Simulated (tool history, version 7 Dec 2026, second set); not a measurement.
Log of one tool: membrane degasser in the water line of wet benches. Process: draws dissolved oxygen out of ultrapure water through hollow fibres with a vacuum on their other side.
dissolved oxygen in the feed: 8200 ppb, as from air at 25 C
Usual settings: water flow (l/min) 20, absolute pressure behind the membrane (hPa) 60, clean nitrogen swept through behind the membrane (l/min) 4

| run | hour | water flow (l/min) | absolute pressure behind the membrane (hPa) | clean nitrogen swept through behind the membrane (l/min) | dissolved oxygen in the water behind the degasser (ppb) | pressure that the water loses in the fibres (hPa) |
|---|---|---|---|---|---|---|
| 1 | 0 | 20 | 60 | 4 | 56.1 | 419.5 |
| 2 | 62 | 20 | 60 | 4 | 56.7 | 417.4 |
| 3 | 111.4 | 20 | 60 | 4 | 55.4 | 419.9 |
| 4 | 190.4 | 20 | 60 | 4 | 56.7 | 422.9 |
| 5 | 263 | 20 | 60 | 4 | 55.2 | 417.9 |
| 6 | 309.8 | 20 | 60 | 4 | 56.1 | 417 |
| 7 | 390.2 | 20 | 60 | 4 | 56.1 | 419.8 |
| 8 | 464.2 | 20 | 60 | 4 | 55.9 | 422.2 |
| 9 | 536.7 | 20 | 60 | 4 | 56.8 | 420.6 |
| 10 | 624.9 | 20 | 60 | 4 | 55.9 | 420.8 |
| 11 | 665.1 | 20 | 60 | 4 | 56.7 | 421 |
| 12 | 742.4 | 20 | 60 | 4 | 56.1 | 419.3 |
| 13 | 794.1 | 20 | 60 | 4 | 57.3 | 419.7 |
| 14 | 862.5 | 20 | 60 | 4 | 57.4 | 420.8 |
| 15 | 907.8 | 20 | 54.6 | 4 | 50.2 | 424.2 |
| 16 | 983.8 | 20 | 54.6 | 4 | 49.9 | 421.6 |
| 17 | 1065.1 | 30 | 52.9 | 2.35 | 190.2 | 628.9 |
| 18 | 1110.6 | 12 | 130.7 | 10.8 | 29.3 | 254.5 |
| 19 | 1177.7 | 17 | 130.7 | 7.73 | 63.9 | 356.7 |
| 20 | 1235.7 | 17 | 129.3 | 3.54 | 120.7 | 358.2 |
| 21 | 1314.3 | 20 | 97.2 | 4 | 103.6 | 422.6 |
| 22 | 1388.5 | 20 | 107.2 | 9.75 | 60.5 | 419.3 |
| 23 | 1433 | 20 | 107.2 | 9.75 | 61.8 | 421 |
| 24 | 1503.6 | 20 | 124.3 | 9.75 | 69.5 | 422.1 |
| 25 | 1555.1 | 22 | 137.3 | 9.25 | 96.5 | 464.4 |
| 26 | 1635.8 | 16 | 108.3 | 3.66 | 88.7 | 336.3 |
| 27 | 1675 | 16 | 108.3 | 3.66 | 90.7 | 333.9 |
| 28 | 1730.6 | 20 | 36.4 | 2.27 | 34.1 | 421.6 |
| 29 | 1826.6 | 20 | 36.4 | 2.27 | 36.1 | 420.5 |
| 30 | 1906.3 | 20 | 36.4 | 2.27 | 36.7 | 419.8 |
| 31 | 1961.2 | 22 | 94 | 4 | 120 | 461.6 |
| 32 | 2029 | 22 | 94 | 4 | 120.9 | 466.2 |

The same runs without the tool's hidden state, with the same run-to-run variation:
The hidden state here: membrane still open, %; true pressure behind the membrane over the reading, kPa; air that leaks in behind the membrane, l/min; drift of the gauge itself on oxygen_ppb, %; drift of the gauge itself on loss_of_pressure_kpa, %.
| run | dissolved oxygen in the water behind the degasser (ppb) | pressure that the water loses in the fibres (hPa) |
|---|---|---|
| 1 | 53.7 | 415.3 |
| 2 | 54.2 | 413 |
| 3 | 52.9 | 415.4 |
| 4 | 54 | 418.3 |
| 5 | 52.5 | 413.1 |
| 6 | 53.2 | 412.2 |
| 7 | 53.2 | 414.8 |
| 8 | 52.8 | 417 |
| 9 | 53.6 | 415.2 |
| 10 | 52.6 | 415.3 |
| 11 | 53.3 | 415.4 |
| 12 | 52.6 | 413.5 |
| 13 | 53.7 | 413.8 |
| 14 | 53.7 | 414.7 |
| 15 | 46.5 | 418.1 |
| 16 | 46.1 | 415.3 |
| 17 | 177.9 | 619.3 |
| 18 | 28.1 | 250.6 |
| 19 | 61.2 | 351 |
| 20 | 116.3 | 352.4 |
| 21 | 98.5 | 415.5 |
| 22 | 57 | 412.1 |
| 23 | 58.1 | 413.7 |
| 24 | 65.7 | 414.7 |
| 25 | 91.3 | 456.1 |
| 26 | 84.5 | 330.2 |
| 27 | 86.3 | 327.8 |
| 28 | 27.8 | 413.7 |
| 29 | 29.3 | 412.5 |
| 30 | 29.8 | 411.5 |
| 31 | 112.5 | 452.4 |
| 32 | 113.2 | 456.8 |

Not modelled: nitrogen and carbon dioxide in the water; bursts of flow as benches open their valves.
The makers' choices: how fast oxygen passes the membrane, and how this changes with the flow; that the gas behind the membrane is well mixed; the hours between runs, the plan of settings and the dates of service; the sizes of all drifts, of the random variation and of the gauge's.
